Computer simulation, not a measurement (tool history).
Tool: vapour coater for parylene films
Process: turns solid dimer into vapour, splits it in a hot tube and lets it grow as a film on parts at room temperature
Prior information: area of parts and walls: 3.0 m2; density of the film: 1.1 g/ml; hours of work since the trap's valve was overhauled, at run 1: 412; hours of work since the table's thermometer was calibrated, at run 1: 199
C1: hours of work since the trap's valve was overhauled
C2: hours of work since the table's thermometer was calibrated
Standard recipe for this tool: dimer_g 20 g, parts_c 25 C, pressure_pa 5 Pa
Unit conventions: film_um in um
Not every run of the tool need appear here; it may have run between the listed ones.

{"run": 1, "hour": 0.0, "dimer_g": 20, "parts_c": 25, "pressure_pa": 5, "C1": 412, "C2": 199, "film_um": 3.66}
{"run": 2, "hour": 18.1, "dimer_g": 20, "parts_c": 25, "pressure_pa": 6.6, "C1": 427, "C2": 214, "film_um": 3.47}
{"hour": 35.1, "done": "trap's valve overhauled"}
{"run": 3, "hour": 36.6, "dimer_g": 11, "parts_c": 25, "pressure_pa": 5, "C1": 1, "C2": 226, "film_um": 1.99}
{"run": 4, "hour": 60.6, "dimer_g": 20, "parts_c": 21, "pressure_pa": 5, "C1": 21, "C2": 245, "film_um": 3.87}
{"run": 5, "hour": 73.0, "dimer_g": 20, "parts_c": 25, "pressure_pa": 5, "C1": 31, "C2": 255, "film_um": 3.61}
{"run": 6, "hour": 90.1, "dimer_g": 20, "parts_c": 25, "pressure_pa": 5, "C1": 45, "C2": 269, "film_um": 3.62}
{"run": 7, "hour": 103.0, "dimer_g": 20, "parts_c": 25, "pressure_pa": 5, "C1": 55, "C2": 280, "film_um": 3.59}
{"hour": 116.4, "done": "trap's valve overhauled, once more"}
{"run": 8, "hour": 129.0, "dimer_g": 23, "parts_c": 25, "pressure_pa": 5, "C1": 10, "C2": 298, "film_um": 4.48}
{"run": 9, "hour": 148.6, "dimer_g": 20, "parts_c": 22, "pressure_pa": 5, "C1": 26, "C2": 314, "film_um": 4.13}
{"run": 10, "hour": 173.8, "dimer_g": 20, "parts_c": 22, "pressure_pa": 5, "C1": 47, "C2": 334, "film_um": 4.04}
{"run": 11, "hour": 190.6, "dimer_g": 20, "parts_c": 27, "pressure_pa": 5, "C1": 60, "C2": 348, "film_um": 3.76}
{"run": 12, "hour": 207.8, "dimer_g": 20, "parts_c": 25, "pressure_pa": 5, "C1": 74, "C2": 362, "film_um": 3.87}
{"run": 13, "hour": 227.9, "dimer_g": 20, "parts_c": 25, "pressure_pa": 5, "C1": 91, "C2": 378, "film_um": 3.82}
{"run": 14, "hour": 239.2, "dimer_g": 20, "parts_c": 25, "pressure_pa": 5, "C1": 100, "C2": 387, "film_um": 3.76}
{"run": 15, "hour": 263.5, "dimer_g": 20, "parts_c": 23, "pressure_pa": 5, "C1": 120, "C2": 407, "film_um": 3.96}
{"run": 16, "hour": 275.3, "dimer_g": 20, "parts_c": 23, "pressure_pa": 5, "C1": 129, "C2": 417, "film_um": 3.92}
{"run": 17, "hour": 286.9, "dimer_g": 20, "parts_c": 25, "pressure_pa": 11.48, "C1": 139, "C2": 426, "film_um": 3.1}
{"run": 18, "hour": 304.5, "dimer_g": 20, "parts_c": 25, "pressure_pa": 11.48, "C1": 153, "C2": 441, "film_um": 3.11}
{"run": 19, "hour": 325.4, "dimer_g": 20, "parts_c": 25, "pressure_pa": 11.48, "C1": 170, "C2": 458, "film_um": 3.14}
{"run": 20, "hour": 338.1, "dimer_g": 20, "parts_c": 25, "pressure_pa": 11.48, "C1": 181, "C2": 468, "film_um": 3.13}
{"run": 21, "hour": 360.3, "dimer_g": 20, "parts_c": 25, "pressure_pa": 11.48, "C1": 199, "C2": 486, "film_um": 3.15}
{"run": 22, "hour": 371.8, "dimer_g": 20, "parts_c": 25, "pressure_pa": 11.48, "C1": 208, "C2": 496, "film_um": 3.09}
{"run": 23, "hour": 391.1, "dimer_g": 20, "parts_c": 25, "pressure_pa": 11.48, "C1": 224, "C2": 511, "film_um": 3.1}
{"run": 24, "hour": 407.3, "dimer_g": 20, "parts_c": 36, "pressure_pa": 5, "C1": 237, "C2": 524, "film_um": 3.19}
{"run": 25, "hour": 421.3, "dimer_g": 20, "parts_c": 36, "pressure_pa": 5, "C1": 248, "C2": 536, "film_um": 3.14}
{"run": 26, "hour": 439.7, "dimer_g": 19, "parts_c": 33, "pressure_pa": 8.46, "C1": 263, "C2": 551, "film_um": 2.74}
{"run": 27, "hour": 458.1, "dimer_g": 11, "parts_c": 26, "pressure_pa": 5.1, "C1": 278, "C2": 566, "film_um": 2.03}
{"run": 28, "hour": 481.5, "dimer_g": 11, "parts_c": 26, "pressure_pa": 5.1, "C1": 297, "C2": 585, "film_um": 2.03}
{"run": 29, "hour": 505.2, "dimer_g": 26, "parts_c": 20, "pressure_pa": 10.03, "C1": 317, "C2": 604, "film_um": 4.42}
{"run": 30, "hour": 520.5, "dimer_g": 29, "parts_c": 32, "pressure_pa": 11.52, "C1": 329, "C2": 617, "film_um": 3.98}
{"run": 31, "hour": 539.4, "dimer_g": 29, "parts_c": 32, "pressure_pa": 11.52, "C1": 345, "C2": 632, "film_um": 3.92}
{"run": 32, "hour": 556.4, "dimer_g": 20, "parts_c": 31, "pressure_pa": 9.81, "C1": 358, "C2": 646, "film_um": 2.86}

Run 33 comes next. What will it give?
{"run": 33, "hour": 581.4, "dimer_g": 28, "parts_c": 23, "pressure_pa": 4.35, "C1": 379, "C2": 666, "film_um": "?"}

Run 33 gave film_um 5.51 um.
Had the tool carried no hidden state, the very same run would have given film_um 5.76 um.
